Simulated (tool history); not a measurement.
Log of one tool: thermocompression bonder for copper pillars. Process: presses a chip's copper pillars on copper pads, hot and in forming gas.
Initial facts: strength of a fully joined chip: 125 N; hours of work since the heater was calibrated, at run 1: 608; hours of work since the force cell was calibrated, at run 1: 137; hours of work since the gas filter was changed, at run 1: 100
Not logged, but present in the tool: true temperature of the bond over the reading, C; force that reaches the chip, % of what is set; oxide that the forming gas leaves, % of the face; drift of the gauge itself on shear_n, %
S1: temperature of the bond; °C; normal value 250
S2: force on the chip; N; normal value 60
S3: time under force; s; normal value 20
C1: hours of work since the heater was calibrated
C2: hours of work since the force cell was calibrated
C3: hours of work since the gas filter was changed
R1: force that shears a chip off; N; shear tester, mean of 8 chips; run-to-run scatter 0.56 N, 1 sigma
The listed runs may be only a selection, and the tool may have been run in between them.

{"run": 1, "hour": 0.0, "S1": 250, "S2": 60, "S3": 20, "C1": 608, "C2": 137, "C3": 100, "R1": 65.4}
{"run": 2, "hour": 10.3, "S1": 250, "S2": 66, "S3": 20, "C1": 614, "C2": 142, "C3": 105, "R1": 68.8}
{"run": 3, "hour": 28.0, "S1": 250, "S2": 66, "S3": 20, "C1": 623, "C2": 151, "C3": 115, "R1": 68.8}
{"run": 4, "hour": 37.9, "S1": 250, "S2": 66, "S3": 20, "C1": 628, "C2": 157, "C3": 120, "R1": 67.8}
{"run": 5, "hour": 55.8, "S1": 250, "S2": 66, "S3": 20, "C1": 638, "C2": 166, "C3": 130, "R1": 69.2}
{"run": 6, "hour": 71.4, "S1": 250, "S2": 66, "S3": 20, "C1": 646, "C2": 175, "C3": 138, "R1": 68}
{"run": 7, "hour": 87.6, "S1": 245, "S2": 60, "S3": 20, "C1": 655, "C2": 183, "C3": 147, "R1": 60.8}
{"run": 8, "hour": 102.8, "S1": 245, "S2": 60, "S3": 20, "C1": 663, "C2": 191, "C3": 155, "R1": 61.6}
{"run": 9, "hour": 114.6, "S1": 245, "S2": 60, "S3": 20, "C1": 669, "C2": 198, "C3": 161, "R1": 60.2}
{"run": 10, "hour": 134.4, "S1": 245, "S2": 60, "S3": 20, "C1": 680, "C2": 208, "C3": 171, "R1": 60.4}
{"run": 11, "hour": 144.1, "S1": 240, "S2": 60, "S3": 20, "C1": 685, "C2": 213, "C3": 177, "R1": 55.4}
{"run": 12, "hour": 162.8, "S1": 251, "S2": 60, "S3": 20, "C1": 695, "C2": 223, "C3": 187, "R1": 65.4}
{"run": 13, "hour": 174.0, "S1": 250, "S2": 60, "S3": 32, "C1": 701, "C2": 229, "C3": 193, "R1": 75.1}
{"run": 14, "hour": 189.6, "S1": 257, "S2": 79, "S3": 32, "C1": 709, "C2": 237, "C3": 201, "R1": 89.9}
{"run": 15, "hour": 198.3, "S1": 257, "S2": 79, "S3": 32, "C1": 714, "C2": 242, "C3": 205, "R1": 90.9}
{"run": 16, "hour": 218.0, "S1": 235, "S2": 85, "S3": 20, "C1": 724, "C2": 253, "C3": 216, "R1": 59.8}
{"run": 17, "hour": 229.9, "S1": 235, "S2": 85, "S3": 11, "C1": 730, "C2": 259, "C3": 222, "R1": 48.2}
{"run": 18, "hour": 239.5, "S1": 235, "S2": 85, "S3": 11, "C1": 736, "C2": 264, "C3": 227, "R1": 48.4}
{"run": 19, "hour": 248.6, "S1": 235, "S2": 85, "S3": 11, "C1": 740, "C2": 269, "C3": 232, "R1": 48.3}
{"run": 20, "hour": 260.9, "S1": 261, "S2": 83, "S3": 20, "C1": 747, "C2": 275, "C3": 239, "R1": 84.3}
{"run": 21, "hour": 282.1, "S1": 261, "S2": 83, "S3": 20, "C1": 758, "C2": 287, "C3": 250, "R1": 85.1}
{"run": 22, "hour": 292.0, "S1": 261, "S2": 84, "S3": 14, "C1": 763, "C2": 292, "C3": 255, "R1": 77.4}
{"run": 23, "hour": 311.3, "S1": 248, "S2": 84, "S3": 25, "C1": 774, "C2": 302, "C3": 266, "R1": 77}
{"run": 24, "hour": 322.2, "S1": 248, "S2": 56, "S3": 15, "C1": 779, "C2": 308, "C3": 271, "R1": 54.3}
{"run": 25, "hour": 337.3, "S1": 248, "S2": 36, "S3": 28, "C1": 788, "C2": 316, "C3": 279, "R1": 52.9}
{"run": 26, "hour": 346.0, "S1": 252, "S2": 36, "S3": 10, "C1": 792, "C2": 321, "C3": 284, "R1": 38.1}

Predict each of these 4 candidate next runs independently; none follows another, all start after run 26:
{"run": "A", "hour": 361.1, "S1": 251, "S2": 41, "S3": 18, "C1": 800, "C2": 329, "C3": 292, "R1": "?"}
{"run": "B", "hour": 361.1, "S1": 250, "S2": 48, "S3": 20, "C1": 800, "C2": 329, "C3": 292, "R1": "?"}
{"run": "C", "hour": 361.1, "S1": 248, "S2": 47, "S3": 52, "C1": 800, "C2": 329, "C3": 292, "R1": "?"}
{"run": "D", "hour": 361.1, "S1": 252, "S2": 58, "S3": 13, "C1": 800, "C2": 329, "C3": 292, "R1": "?"}

run=A R1=49.5
run=B R1=56.7
run=C R1=73.7
run=D R1=54.9
Without the tool's unlogged condition, the same runs would have read:
run=A R1=57.5
run=B R1=65.5
run=C R1=83.3
run=D R1=63.4

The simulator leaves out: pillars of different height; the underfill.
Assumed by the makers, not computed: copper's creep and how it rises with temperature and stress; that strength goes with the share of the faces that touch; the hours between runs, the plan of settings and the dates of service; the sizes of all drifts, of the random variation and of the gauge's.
